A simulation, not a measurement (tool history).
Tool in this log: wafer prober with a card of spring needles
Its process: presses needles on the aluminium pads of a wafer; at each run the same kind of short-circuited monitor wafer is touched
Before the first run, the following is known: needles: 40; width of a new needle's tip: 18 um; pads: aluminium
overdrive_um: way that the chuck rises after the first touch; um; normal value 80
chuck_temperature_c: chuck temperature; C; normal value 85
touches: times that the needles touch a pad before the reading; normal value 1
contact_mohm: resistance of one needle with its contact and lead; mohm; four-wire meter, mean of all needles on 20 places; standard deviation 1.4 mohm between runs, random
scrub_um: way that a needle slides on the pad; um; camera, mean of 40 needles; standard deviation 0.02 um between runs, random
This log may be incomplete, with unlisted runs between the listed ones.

| run | day | overdrive_um | chuck_temperature_c | touches | contact_mohm | scrub_um |
|---|---|---|---|---|---|---|
| 1 | 0.000 | 80 | 85 | 1 | 125 | 10.94 |
|  | 0.308 | tips cleaned on abrasive film |
|  | 1.071 | tips cleaned on abrasive film |
|  | 1.083 | height of the first contact set anew |
|  | 1.850 | tips cleaned on abrasive film |
|  | 2.462 | tips cleaned on abrasive film |
| 2 | 2.671 | 75 | 85 | 1 | 126 | 10.30 |
|  | 3.133 | tips cleaned on abrasive film |
|  | 3.896 | tips cleaned on abrasive film |
|  | 4.658 | tips cleaned on abrasive film |
|  | 5.271 | tips cleaned on abrasive film |
|  | 6.038 | tips cleaned on abrasive film |
| 3 | 6.329 | 80 | 85 | 1 | 126 | 10.99 |
|  | 6.792 | tips cleaned on abrasive film |
|  | 7.554 | tips cleaned on abrasive film |
|  | 8.321 | tips cleaned on abrasive film |
|  | 8.929 | tips cleaned on abrasive film |
|  | 9.696 | tips cleaned on abrasive film |
|  | 10.458 | tips cleaned on abrasive film |
| 4 | 10.633 | 80 | 85 | 1 | 125 | 10.97 |
|  | 11.096 | tips cleaned on abrasive film |
|  | 11.858 | tips cleaned on abrasive film |
|  | 12.625 | tips cleaned on abrasive film |
|  | 13.233 | tips cleaned on abrasive film |
|  | 14.000 | tips cleaned on abrasive film |
| 5 | 14.521 | 80 | 85 | 1 | 124 | 10.95 |
|  | 14.675 | tips cleaned on abrasive film |
|  | 15.288 | tips cleaned on abrasive film |
|  | 16.050 | tips cleaned on abrasive film |
|  | 16.662 | tips cleaned on abrasive film |
|  | 17.429 | tips cleaned on abrasive film |
|  | 18.192 | tips cleaned on abrasive film |
| 6 | 18.642 | 80 | 85 | 1 | 125 | 10.99 |
|  | 18.950 | tips cleaned on abrasive film |
|  | 19.717 | tips cleaned on abrasive film |
|  | 20.183 | height of the first contact set anew |
|  | 20.492 | tips cleaned on abrasive film |
|  | 21.254 | tips cleaned on abrasive film |
| 7 | 21.692 | 80 | 85 | 1 | 123 | 10.97 |
|  | 22.000 | tips cleaned on abrasive film |
|  | 22.762 | tips cleaned on abrasive film |
|  | 23.529 | tips cleaned on abrasive film |
|  | 24.142 | tips cleaned on abrasive film |
|  | 24.904 | tips cleaned on abrasive film |
| 8 | 25.471 | 80 | 85 | 1 | 124 | 10.98 |
|  | 25.625 | tips cleaned on abrasive film |
|  | 26.238 | tips cleaned on abrasive film |
|  | 27.004 | tips cleaned on abrasive film |
|  | 27.767 | tips cleaned on abrasive film |
|  | 28.533 | tips cleaned on abrasive film |
|  | 29.296 | tips cleaned on abrasive film |
| 9 | 29.396 | 80 | 85 | 1 | 125 | 10.95 |
|  | 30.008 | tips cleaned on abrasive film |
|  | 30.771 | tips cleaned on abrasive film |
|  | 31.538 | tips cleaned on abrasive film |
|  | 32.196 | tips cleaned on abrasive film |
|  | 32.696 | card fitted with new needles |
| 10 | 32.696 | 78 | 85 | 1 | 125 | 10.70 |
|  | 33.458 | tips cleaned on abrasive film |
|  | 34.225 | tips cleaned on abrasive film |
|  | 34.988 | tips cleaned on abrasive film |
| 11 | 35.142 | 78 | 85 | 1 | 125 | 10.69 |
|  | 35.754 | tips cleaned on abrasive film |
|  | 36.517 | tips cleaned on abrasive film |
|  | 37.279 | tips cleaned on abrasive film |
| 12 | 37.479 | 78 | 85 | 1 | 128 | 10.71 |
|  | 37.938 | tips cleaned on abrasive film |
|  | 38.700 | tips cleaned on abrasive film |
|  | 39.467 | tips cleaned on abrasive film |
|  | 40.229 | tips cleaned on abrasive film |
|  | 40.850 | tips cleaned on abrasive film |
| 13 | 40.850 | 73 | 30 | 1 | 117 | 9.98 |
|  | 41.462 | tips cleaned on abrasive film |
|  | 42.229 | tips cleaned on abrasive film |
|  | 42.992 | tips cleaned on abrasive film |
|  | 43.742 | tips cleaned on abrasive film |
| 14 | 43.742 | 73 | 30 | 1 | 116 | 9.99 |
|  | 44.504 | tips cleaned on abrasive film |
|  | 45.271 | tips cleaned on abrasive film |
|  | 46.004 | tips cleaned on abrasive film |
| 15 | 46.004 | 74 | 96 | 2 | 126 | 10.15 |
|  | 46.771 | tips cleaned on abrasive film |
|  | 47.533 | tips cleaned on abrasive film |
|  | 48.146 | tips cleaned on abrasive film |
|  | 48.912 | tips cleaned on abrasive film |
|  | 49.675 | tips cleaned on abrasive film |
| 16 | 49.675 | 80 | 32 | 1 | 116 | 10.99 |
|  | 50.438 | tips cleaned on abrasive film |
|  | 51.204 | tips cleaned on abrasive film |
|  | 51.671 | height of the first contact set anew |
|  | 51.879 | tips cleaned on abrasive film |
| 17 | 51.879 | 93 | 85 | 1 | 120 | 12.76 |
|  | 52.492 | tips cleaned on abrasive film |
|  | 53.104 | tips cleaned on abrasive film |
|  | 53.867 | tips cleaned on abrasive film |
| 18 | 54.154 | 81 | 88 | 1 | 123 | 11.11 |
|  | 54.617 | tips cleaned on abrasive film |
|  | 55.229 | tips cleaned on abrasive film |
|  | 55.992 | tips cleaned on abrasive film |
|  | 56.604 | tips cleaned on abrasive film |
| 19 | 56.617 | 93 | 88 | 3 | 120 | 12.75 |
|  | 57.229 | tips cleaned on abrasive film |
|  | 57.992 | tips cleaned on abrasive film |
| 20 | 58.404 | 93 | 88 | 3 | 123 | 12.73 |
|  | 58.712 | tips cleaned on abrasive film |
|  | 59.479 | tips cleaned on abrasive film |
|  | 60.092 | tips cleaned on abrasive film |
| 21 | 60.500 | 80 | 85 | 2 | 123 | 10.96 |
|  | 60.808 | tips cleaned on abrasive film |
|  | 61.421 | tips cleaned on abrasive film |
|  | 62.183 | tips cleaned on abrasive film |
|  | 62.950 | tips cleaned on abrasive film |
|  | 63.712 | tips cleaned on abrasive film |
| 22 | 64.317 | 91 | 101 | 1 | 122 | 12.48 |
|  | 64.475 | tips cleaned on abrasive film |
|  | 65.083 | tips cleaned on abrasive film |
|  | 65.850 | tips cleaned on abrasive film |
|  | 66.612 | tips cleaned on abrasive film |
| 23 | 66.917 | 72 | 85 | 2 | 126 | 9.88 |
|  | 67.229 | tips cleaned on abrasive film |
|  | 67.992 | tips cleaned on abrasive film |
|  | 68.742 | tips cleaned on abrasive film |
| 24 | 68.742 | 72 | 85 | 2 | 124 | 9.88 |

Predict each of these 5 candidate next runs independently; none follows another, all start after run 24:
|  | 69.508 | tips cleaned on abrasive film |
|  | 70.271 | tips cleaned on abrasive film |
|  | 70.742 | height of the first contact set anew |
|  | 71.050 | tips cleaned on abrasive film |
| A | 71.362 | 83 | 44 | 2 | ? | ? |
|  | 69.508 | tips cleaned on abrasive film |
|  | 70.271 | tips cleaned on abrasive film |
|  | 70.742 | height of the first contact set anew |
|  | 71.050 | tips cleaned on abrasive film |
| B | 71.362 | 76 | 48 | 1 | ? | ? |
|  | 69.508 | tips cleaned on abrasive film |
|  | 70.271 | tips cleaned on abrasive film |
|  | 70.742 | height of the first contact set anew |
|  | 71.050 | tips cleaned on abrasive film |
| C | 71.362 | 76 | 75 | 2 | ? | ? |
|  | 69.508 | tips cleaned on abrasive film |
|  | 70.271 | tips cleaned on abrasive film |
|  | 70.742 | height of the first contact set anew |
|  | 71.050 | tips cleaned on abrasive film |
| D | 71.362 | 72 | 35 | 2 | ? | ? |
|  | 69.508 | tips cleaned on abrasive film |
|  | 70.271 | tips cleaned on abrasive film |
|  | 70.742 | height of the first contact set anew |
|  | 71.050 | tips cleaned on abrasive film |
| E | 71.362 | 87 | 43 | 2 | ? | ? |

| run | contact_mohm | scrub_um |
|---|---|---|
| A | 116 | 11.37 |
| B | 121 | 10.44 |
| C | 119 | 10.42 |
| D | 120 | 9.86 |
| E | 118 | 11.92 |
Stripped of hidden state, with their random variation kept, the same runs would have yielded:
| run | contact_mohm | scrub_um |
|---|---|---|
| A | 116 | 11.37 |
| B | 120 | 10.44 |
| C | 119 | 10.42 |
| D | 120 | 9.86 |
| E | 118 | 11.92 |
